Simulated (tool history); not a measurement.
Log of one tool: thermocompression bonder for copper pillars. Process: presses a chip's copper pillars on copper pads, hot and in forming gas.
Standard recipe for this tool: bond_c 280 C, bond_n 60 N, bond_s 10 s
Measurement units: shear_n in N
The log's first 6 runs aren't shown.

run   hour  bond_c  bond_n  bond_s  hours of work since the heater was calibrated  hours of work since the force cell was calibrated  hours of work since the gas filter was changed  shear_n
  7  108.5     280      74      10                                            370                                                580                                              34     65.4
  8  119.4     280      60      10                                            375                                                586                                              40     61.4
  9  132.9     280      60      10                                            382                                                593                                              47     60.1
 10  147.3     280      60      10                                            390                                                601                                              54     59.8
 11  161.8     280      60      10                                            398                                                608                                              62     59.7
 12  172.8     254      60      10                                            403                                                614                                              68     41.1
 13  196.6     254      60      10                                            416                                                627                                              80     40.9
 14  214.9     254      60      10                                            425                                                636                                              90     40.8
 15    240     280      60      10                                            439                                                649                                             103     57.8
 16  255.5     280      60      10                                            447                                                658                                             111     58.2
 17    278     280      60      13                                            458                                                669                                             123     63.1
 18  297.8     280      79      10                                            469                                                680                                             133     64.5
 19  308.5     280      79      10                                            474                                                685                                             139     66.4
 20    331     280      60      10                                            486                                                697                                             151     57.6
 21  353.5     280      60      10                                            498                                                709                                             162     55.6
 22  373.2     280      60      10                                            508                                                719                                             173     56.4
 23  398.6     295      49      14                                            522                                                733                                             186     68.3
 24  421.2     281      59      10                                            533                                                744                                             198     55.5
 25  444.3     280      64      10                                            546                                                756                                             210     58.2
 26  462.7     280      64      10                                            555                                                766                                             220     56.5
 27  487.3     280      60      20                                            568                                                779                                             233     67.9

What does the tool deliver on the next run?
 28  501.5     280      60      20                                            576                                                786                                             240        ?

{"run 28": {"shear_n": 67.5}}
Were there no unlogged condition in the tool, this run, its random variation unchanged, would have produced shear_n 79.2 N.
